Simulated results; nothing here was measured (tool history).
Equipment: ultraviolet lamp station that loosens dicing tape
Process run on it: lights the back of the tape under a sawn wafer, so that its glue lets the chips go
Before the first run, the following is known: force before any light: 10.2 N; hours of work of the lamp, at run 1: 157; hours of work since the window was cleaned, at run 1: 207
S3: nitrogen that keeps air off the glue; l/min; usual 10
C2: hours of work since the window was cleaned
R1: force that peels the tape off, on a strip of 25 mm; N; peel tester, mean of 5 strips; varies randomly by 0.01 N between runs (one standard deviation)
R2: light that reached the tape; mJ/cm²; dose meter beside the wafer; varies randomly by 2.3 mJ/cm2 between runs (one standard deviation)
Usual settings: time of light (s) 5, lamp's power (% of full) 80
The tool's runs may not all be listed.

{"run": 1, "hour": 0.0, "time of light (s)": 5, "lamp's power (% of full)": 80, "S3": 10, "hours of work of the lamp": 157, "C2": 207, "R1": 0.614, "R2": 182}
{"run": 2, "hour": 26.2, "time of light (s)": 5, "lamp's power (% of full)": 80, "S3": 10, "hours of work of the lamp": 176, "C2": 227, "R1": 0.633, "R2": 184}
{"run": 3, "hour": 58.8, "time of light (s)": 5, "lamp's power (% of full)": 80, "S3": 10, "hours of work of the lamp": 200, "C2": 251, "R1": 0.611, "R2": 177}
{"run": 4, "hour": 102.1, "time of light (s)": 2, "lamp's power (% of full)": 80, "S3": 10, "hours of work of the lamp": 232, "C2": 282, "R1": 3.077, "R2": 71}
{"run": 5, "hour": 135.7, "time of light (s)": 2, "lamp's power (% of full)": 80, "S3": 10, "hours of work of the lamp": 256, "C2": 307, "R1": 3.222, "R2": 67}
{"run": 6, "hour": 168.4, "time of light (s)": 9, "lamp's power (% of full)": 80, "S3": 10, "hours of work of the lamp": 280, "C2": 331, "R1": 0.259, "R2": 296}
{"run": 7, "hour": 205.2, "time of light (s)": 9, "lamp's power (% of full)": 80, "S3": 10, "hours of work of the lamp": 308, "C2": 358, "R1": 0.28, "R2": 291}
{"run": 8, "hour": 239.0, "time of light (s)": 5, "lamp's power (% of full)": 80, "S3": 10, "hours of work of the lamp": 332, "C2": 383, "R1": 0.816, "R2": 158}
{"run": 9, "hour": 285.8, "time of light (s)": 5, "lamp's power (% of full)": 80, "S3": 10, "hours of work of the lamp": 367, "C2": 418, "R1": 0.907, "R2": 152}
{"run": 10, "hour": 326.8, "time of light (s)": 7, "lamp's power (% of full)": 80, "S3": 10, "hours of work of the lamp": 397, "C2": 448, "R1": 0.451, "R2": 208}
{"run": 11, "hour": 376.2, "time of light (s)": 7, "lamp's power (% of full)": 80, "S3": 10, "hours of work of the lamp": 433, "C2": 484, "R1": 0.507, "R2": 198}
{"hour": 420.6, "done": "window cleaned of glue's vapour"}
{"run": 12, "hour": 423.3, "time of light (s)": 7, "lamp's power (% of full)": 80, "S3": 10, "hours of work of the lamp": 468, "C2": 2, "R1": 0.576, "R2": 184}
{"run": 13, "hour": 468.1, "time of light (s)": 5, "lamp's power (% of full)": 80, "S3": 10, "hours of work of the lamp": 501, "C2": 35, "R1": 1.247, "R2": 126}
{"run": 14, "hour": 497.8, "time of light (s)": 5, "lamp's power (% of full)": 80, "S3": 10, "hours of work of the lamp": 522, "C2": 57, "R1": 1.337, "R2": 125}
{"run": 15, "hour": 531.1, "time of light (s)": 5, "lamp's power (% of full)": 80, "S3": 10, "hours of work of the lamp": 547, "C2": 81, "R1": 1.389, "R2": 124}
{"run": 16, "hour": 563.3, "time of light (s)": 5, "lamp's power (% of full)": 74, "S3": 10, "hours of work of the lamp": 571, "C2": 105, "R1": 1.661, "R2": 113}
{"run": 17, "hour": 587.2, "time of light (s)": 4, "lamp's power (% of full)": 74, "S3": 10, "hours of work of the lamp": 588, "C2": 123, "R1": 2.503, "R2": 86}
{"hour": 606.7, "done": "lamp changed"}
{"run": 18, "hour": 630.0, "time of light (s)": 4, "lamp's power (% of full)": 74, "S3": 10, "hours of work of the lamp": 17, "C2": 153, "R1": 1.117, "R2": 136}
{"run": 19, "hour": 656.2, "time of light (s)": 4, "lamp's power (% of full)": 74, "S3": 10, "hours of work of the lamp": 36, "C2": 173, "R1": 1.143, "R2": 137}
{"run": 20, "hour": 680.5, "time of light (s)": 4, "lamp's power (% of full)": 74, "S3": 10, "hours of work of the lamp": 54, "C2": 190, "R1": 1.172, "R2": 135}
{"hour": 715.4, "done": "window cleaned of glue's vapour, once more"}
{"run": 21, "hour": 720.3, "time of light (s)": 4, "lamp's power (% of full)": 74, "S3": 10, "hours of work of the lamp": 83, "C2": 4, "R1": 0.935, "R2": 146}
{"run": 22, "hour": 759.8, "time of light (s)": 4, "lamp's power (% of full)": 69, "S3": 14, "hours of work of the lamp": 112, "C2": 33, "R1": 0.904, "R2": 136}
{"run": 23, "hour": 790.1, "time of light (s)": 6, "lamp's power (% of full)": 71, "S3": 8, "hours of work of the lamp": 135, "C2": 55, "R1": 0.593, "R2": 200}
{"run": 24, "hour": 836.8, "time of light (s)": 6, "lamp's power (% of full)": 71, "S3": 8, "hours of work of the lamp": 169, "C2": 89, "R1": 0.616, "R2": 193}
{"run": 25, "hour": 885.0, "time of light (s)": 5, "lamp's power (% of full)": 80, "S3": 10, "hours of work of the lamp": 204, "C2": 125, "R1": 0.613, "R2": 175}
{"run": 26, "hour": 924.1, "time of light (s)": 5, "lamp's power (% of full)": 80, "S3": 10, "hours of work of the lamp": 233, "C2": 154, "R1": 0.669, "R2": 175}
{"run": 27, "hour": 973.3, "time of light (s)": 8, "lamp's power (% of full)": 84, "S3": 4, "hours of work of the lamp": 269, "C2": 190, "R1": 0.52, "R2": 280}
{"run": 28, "hour": 1009.0, "time of light (s)": 2, "lamp's power (% of full)": 89, "S3": 8, "hours of work of the lamp": 296, "C2": 216, "R1": 3.273, "R2": 74}
{"run": 29, "hour": 1058.6, "time of light (s)": 3, "lamp's power (% of full)": 80, "S3": 8, "hours of work of the lamp": 332, "C2": 252, "R1": 2.425, "R2": 96}
{"run": 30, "hour": 1092.7, "time of light (s)": 7, "lamp's power (% of full)": 75, "S3": 19, "hours of work of the lamp": 357, "C2": 278, "R1": 0.342, "R2": 202}
{"run": 31, "hour": 1141.8, "time of light (s)": 7, "lamp's power (% of full)": 75, "S3": 19, "hours of work of the lamp": 393, "C2": 314, "R1": 0.343, "R2": 195}
{"run": 32, "hour": 1177.4, "time of light (s)": 4, "lamp's power (% of full)": 80, "S3": 13, "hours of work of the lamp": 419, "C2": 340, "R1": 1.335, "R2": 109}
{"run": 33, "hour": 1212.3, "time of light (s)": 2, "lamp's power (% of full)": 73, "S3": 10, "hours of work of the lamp": 445, "C2": 366, "R1": 4.227, "R2": 49}
{"run": 34, "hour": 1249.8, "time of light (s)": 3, "lamp's power (% of full)": 70, "S3": 7, "hours of work of the lamp": 473, "C2": 393, "R1": 3.527, "R2": 69}
{"run": 35, "hour": 1282.4, "time of light (s)": 5, "lamp's power (% of full)": 62, "S3": 10, "hours of work of the lamp": 497, "C2": 417, "R1": 1.822, "R2": 103}
{"run": 36, "hour": 1326.8, "time of light (s)": 5, "lamp's power (% of full)": 76, "S3": 12, "hours of work of the lamp": 529, "C2": 450, "R1": 1.252, "R2": 118}

Hidden state at the last listed run before each entry between runs and at the first one after, where it differs:
Logged between run 11 and run 12: window cleaned of glue's vapour (hour 420.6)
  lamp's light, % of a new lamp's: 71.4 -> 69.2; light that the window lets through, % of a clean one's: 94.1 -> 90.3
  measured less the result without the state, R1: +0.242 -> +0.314 N; R2: -97 -> -111 mJ/cm²
Logged between run 17 and run 18: lamp changed (hour 606.7)
  lamp's light, % of a new lamp's: 60.9 -> 98.3; light that the window lets through, % of a clean one's: 88.8 -> 88.4
  measured less the result without the state, R1: +1.651 -> +0.275 N; R2: -72 -> -20 mJ/cm²
Logged between run 20 and run 21: window cleaned of glue's vapour, once more (hour 715.4)
  lamp's light, % of a new lamp's: 95.8 -> 93.8; light that the window lets through, % of a clean one's: 87.9 -> 99.8
  measured less the result without the state, R1: +0.338 -> +0.117 N; R2: -24 -> -10 mJ/cm²

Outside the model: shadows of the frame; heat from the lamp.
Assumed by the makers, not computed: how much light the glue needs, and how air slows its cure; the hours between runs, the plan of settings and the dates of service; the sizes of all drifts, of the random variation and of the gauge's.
